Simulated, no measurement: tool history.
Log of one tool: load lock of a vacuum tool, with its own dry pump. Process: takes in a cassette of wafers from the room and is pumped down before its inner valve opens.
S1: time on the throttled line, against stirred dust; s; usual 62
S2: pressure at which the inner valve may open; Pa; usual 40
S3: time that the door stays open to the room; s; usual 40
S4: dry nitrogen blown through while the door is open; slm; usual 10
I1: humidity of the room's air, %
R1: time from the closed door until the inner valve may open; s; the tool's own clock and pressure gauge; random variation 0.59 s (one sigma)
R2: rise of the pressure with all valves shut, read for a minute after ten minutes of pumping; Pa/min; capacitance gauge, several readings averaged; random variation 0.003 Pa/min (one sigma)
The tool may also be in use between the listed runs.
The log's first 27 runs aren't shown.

run,hour,S1,S2,S3,S4,I1,R1,R2
28,4902.6,36,40,40,10,46.9,64.3,0.071
29,5160.5,36,40,40,10,44.2,64,0.069
30,5323.8,36,40,40,10,46.2,64.3,0.078
31,5587.5,36,40,40,10,41.1,64,0.076
32,5718.3,62,40,40,10,47.3,85.9,0.084
33,5911.3,62,40,40,10,44,85.4,0.078
34,6165.3,62,40,40,10,43.9,85.8,0.091
35,6302.8,54,49,82,37,44.5,78.3,0.085
36,6464,62,40,43,7,46.4,85.6,0.095
37,6579.7,62,40,43,7,42.8,85.3,0.09
38,6765.1,62,40,43,7,42,86.4,0.097

Forecast each of these 3 alternatives for the next run:
A,7002.5,62,37,42,7,46,?,?
B,7002.5,62,40,43,30,45.1,?,?
C,7002.5,39,33,62,10,50.1,?,?

run,R1,R2
A,87.1,0.099
B,86.1,0.084
C,67.6,0.113
Without the tool's hidden state the same runs would have given:
run,R1,R2
A,85.6,0.037
B,84.7,0.023
C,65.9,0.051
